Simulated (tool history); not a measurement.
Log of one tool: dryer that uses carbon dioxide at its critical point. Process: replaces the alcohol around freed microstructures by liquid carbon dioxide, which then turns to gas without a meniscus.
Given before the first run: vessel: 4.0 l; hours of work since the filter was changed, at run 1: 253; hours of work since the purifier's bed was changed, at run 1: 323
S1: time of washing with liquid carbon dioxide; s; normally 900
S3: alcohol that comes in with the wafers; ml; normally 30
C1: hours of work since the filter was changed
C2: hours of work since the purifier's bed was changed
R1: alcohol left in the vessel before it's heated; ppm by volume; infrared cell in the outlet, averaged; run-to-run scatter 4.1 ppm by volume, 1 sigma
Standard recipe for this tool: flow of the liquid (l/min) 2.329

run 1 hour=0.0 | S1=900 flow_of_the_liquid_(l/min)=2.329 S3=30 | C1=253 C2=323 | R1=37
run 2 hour=33.3 | S1=900 flow_of_the_liquid_(l/min)=2.329 S3=30 | C1=266 C2=336 | R1=34
-- hour=51.7 inlet filter changed
run 3 hour=69.9 | S1=900 flow_of_the_liquid_(l/min)=2.329 S3=30 | C1=7 C2=350 | R1=28
run 4 hour=116.4 | S1=900 flow_of_the_liquid_(l/min)=2.329 S3=30 | C1=26 C2=368 | R1=32
run 5 hour=146.5 | S1=900 flow_of_the_liquid_(l/min)=2.329 S3=30 | C1=37 C2=380 | R1=33
run 6 hour=186.4 | S1=900 flow_of_the_liquid_(l/min)=2.329 S3=30 | C1=53 C2=396 | R1=35
run 7 hour=242.1 | S1=900 flow_of_the_liquid_(l/min)=2.329 S3=30 | C1=75 C2=418 | R1=39
run 8 hour=267.4 | S1=900 flow_of_the_liquid_(l/min)=2.160 S3=30 | C1=85 C2=428 | R1=42
run 9 hour=312.4 | S1=900 flow_of_the_liquid_(l/min)=2.329 S3=30 | C1=103 C2=446 | R1=39
run 10 hour=363.9 | S1=900 flow_of_the_liquid_(l/min)=2.329 S3=30 | C1=123 C2=466 | R1=41
run 11 hour=410.9 | S1=900 flow_of_the_liquid_(l/min)=2.329 S3=30 | C1=142 C2=484 | R1=47
run 12 hour=442.4 | S1=900 flow_of_the_liquid_(l/min)=2.329 S3=30 | C1=154 C2=497 | R1=50
run 13 hour=476.0 | S1=900 flow_of_the_liquid_(l/min)=2.329 S3=30 | C1=167 C2=510 | R1=51
run 14 hour=524.6 | S1=900 flow_of_the_liquid_(l/min)=2.329 S3=30 | C1=187 C2=529 | R1=57
run 15 hour=563.3 | S1=900 flow_of_the_liquid_(l/min)=2.329 S3=30 | C1=202 C2=545 | R1=45
run 16 hour=614.9 | S1=660 flow_of_the_liquid_(l/min)=1.420 S3=29 | C1=222 C2=565 | R1=298
run 17 hour=641.5 | S1=900 flow_of_the_liquid_(l/min)=3.210 S3=35 | C1=233 C2=575 | R1=42
run 18 hour=678.1 | S1=1320 flow_of_the_liquid_(l/min)=1.820 S3=39 | C1=247 C2=590 | R1=52
run 19 hour=725.9 | S1=660 flow_of_the_liquid_(l/min)=2.900 S3=32 | C1=266 C2=609 | R1=56
-- hour=740.0 inlet filter changed
run 20 hour=776.9 | S1=660 flow_of_the_liquid_(l/min)=2.900 S3=32 | C1=15 C2=628 | R1=50
run 21 hour=823.9 | S1=660 flow_of_the_liquid_(l/min)=2.050 S3=44 | C1=33 C2=647 | R1=101
run 22 hour=851.1 | S1=660 flow_of_the_liquid_(l/min)=2.050 S3=50 | C1=44 C2=658 | R1=112
run 23 hour=909.9 | S1=660 flow_of_the_liquid_(l/min)=3.520 S3=51 | C1=67 C2=681 | R1=63
run 24 hour=937.6 | S1=600 flow_of_the_liquid_(l/min)=2.140 S3=24 | C1=78 C2=692 | R1=105
run 25 hour=967.2 | S1=720 flow_of_the_liquid_(l/min)=2.329 S3=23 | C1=90 C2=704 | R1=59
run 26 hour=1015.3 | S1=1080 flow_of_the_liquid_(l/min)=2.329 S3=66 | C1=109 C2=723 | R1=62
run 27 hour=1061.9 | S1=1080 flow_of_the_liquid_(l/min)=2.329 S3=66 | C1=127 C2=741 | R1=57
run 28 hour=1110.7 | S1=1080 flow_of_the_liquid_(l/min)=2.329 S3=66 | C1=146 C2=760 | R1=56
run 29 hour=1141.5 | S1=900 flow_of_the_liquid_(l/min)=2.300 S3=40 | C1=158 C2=772 | R1=65

3 ways to go on from here, each from the tool as it stands after run 29. What would each give?
run A hour=1200.2 | S1=900 flow_of_the_liquid_(l/min)=2.300 S3=60 | C1=182 C2=796 | R1=?
run B hour=1200.2 | S1=840 flow_of_the_liquid_(l/min)=2.329 S3=30 | C1=182 C2=796 | R1=?
run C hour=1200.2 | S1=900 flow_of_the_liquid_(l/min)=3.760 S3=24 | C1=182 C2=796 | R1=?

run=A R1=70
run=B R1=69
run=C R1=69
The same runs, with their run-to-run variation unchanged, on a tool lacking any hidden condition would have given:
run=A R1=5
run=B R1=5
run=C R1=9
